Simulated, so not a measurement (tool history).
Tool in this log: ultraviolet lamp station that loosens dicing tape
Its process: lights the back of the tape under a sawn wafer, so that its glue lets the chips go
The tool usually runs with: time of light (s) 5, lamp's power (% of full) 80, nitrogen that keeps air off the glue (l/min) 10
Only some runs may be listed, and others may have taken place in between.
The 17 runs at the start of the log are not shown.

run,hour,time of light (s),lamp's power (% of full),nitrogen that keeps air off the glue (l/min),force that peels the tape off (N),light that reached the tape (mJ/cm2)
18,252.6,3,80,17,1.484,149
# hour 268.6: window cleaned of glue's vapour
19,268.9,3,80,17,1.143,178
20,279.7,3,80,17,1.148,180
21,297.3,7,93,15,0.25,468
22,320.1,7,93,15,0.262,466
23,331.7,9,70,11,0.31,451
24,351.3,5,79,11,0.661,277
25,363.7,3,80,7,1.747,163
26,378.8,4,80,10,1.036,222
27,396.7,4,80,10,1.053,220
28,414.2,4,98,10,0.726,266
29,432.4,3,81,12,1.462,157
30,448.7,3,81,12,1.469,164
31,469.7,3,81,12,1.497,161
32,490,3,81,12,1.532,157
33,509.7,7,81,12,0.399,359

What if the next run were any one of these 4? Each begins from the tool's condition after run 33:
A,530.4,5,96,3,?,?
B,530.4,4,81,12,?,?
C,530.4,3,85,12,?,?
D,530.4,5,81,12,?,?

run,force that peels the tape off (N),light that reached the tape (mJ/cm2)
A,1.197,309
B,1.104,206
C,1.513,162
D,0.74,260
Stripped of hidden state, with their random variation kept, the same runs would have yielded:
run,force that peels the tape off (N),light that reached the tape (mJ/cm2)
A,0.762,411
B,0.687,274
C,1.006,216
D,0.445,347
